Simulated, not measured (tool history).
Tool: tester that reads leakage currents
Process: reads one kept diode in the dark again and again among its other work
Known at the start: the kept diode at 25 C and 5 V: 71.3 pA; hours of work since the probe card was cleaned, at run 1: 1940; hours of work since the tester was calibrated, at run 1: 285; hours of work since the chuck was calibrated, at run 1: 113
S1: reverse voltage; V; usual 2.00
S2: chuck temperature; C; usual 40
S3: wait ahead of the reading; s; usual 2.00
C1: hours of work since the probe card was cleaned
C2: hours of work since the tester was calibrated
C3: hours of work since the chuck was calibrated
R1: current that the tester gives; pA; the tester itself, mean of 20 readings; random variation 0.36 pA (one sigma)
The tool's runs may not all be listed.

run,hour,S1,S2,S3,C1,C2,C3,R1
1,0.0,2.00,40,2.00,1940,285,113,120.31
# hour 21.9: probe card cleaned and baked
2,50.6,2.00,40,2.00,13,305,134,118.84
3,116.9,2.00,40,0.39,42,334,163,120.55
4,191.0,2.00,40,0.39,74,367,195,120.23
5,256.6,2.00,40,0.39,103,395,224,121.26
6,311.5,2.00,40,2.00,127,419,248,120.20
7,385.1,2.00,49,2.00,159,452,280,211.27
8,443.2,2.00,49,2.00,184,477,305,211.40
9,520.6,2.00,40,3.78,218,511,339,119.76
10,581.9,2.00,40,4.25,245,538,366,119.80
11,644.1,11.93,40,4.25,272,565,393,336.86
12,712.0,2.00,40,2.00,302,594,423,120.44
13,754.6,2.00,47,2.00,320,613,442,187.23
14,818.5,2.00,47,2.00,348,641,470,188.91
15,855.1,4.05,39,2.00,364,657,486,171.03
16,893.5,2.00,40,2.66,381,674,502,121.27
17,943.1,1.02,26,1.17,403,695,524,32.07
18,998.9,1.22,51,1.17,427,720,548,183.04
19,1058.4,2.00,29,0.32,453,746,574,59.78
20,1120.5,2.00,26,2.00,480,773,602,47.68
21,1154.8,4.93,36,2.00,495,788,617,158.46
22,1202.5,9.57,51,2.00,516,809,637,597.95
23,1239.9,3.95,29,2.00,533,825,654,87.17
24,1316.0,3.95,29,2.00,566,859,687,86.73
25,1370.6,3.95,29,2.00,590,882,711,87.26
26,1433.1,2.54,26,2.00,617,910,738,54.87

The same runs without the tool's hidden state, with the same run-to-run variation:
The hidden state here: stray current of the dirty probe card, pA a volt; current scale over the true one, %; true chuck temperature over the reading, C; drift of the gauge itself on leakage_pa, %.
run,R1
1,118.51
2,117.86
3,119.38
4,118.87
5,119.71
6,118.50
7,208.13
8,208.01
9,117.52
10,117.40
11,329.22
12,117.68
13,182.98
14,184.38
15,166.45
16,118.00
17,31.06
18,178.14
19,57.78
20,45.92
21,152.91
22,578.93
23,83.68
24,83.09
25,83.47
26,52.36

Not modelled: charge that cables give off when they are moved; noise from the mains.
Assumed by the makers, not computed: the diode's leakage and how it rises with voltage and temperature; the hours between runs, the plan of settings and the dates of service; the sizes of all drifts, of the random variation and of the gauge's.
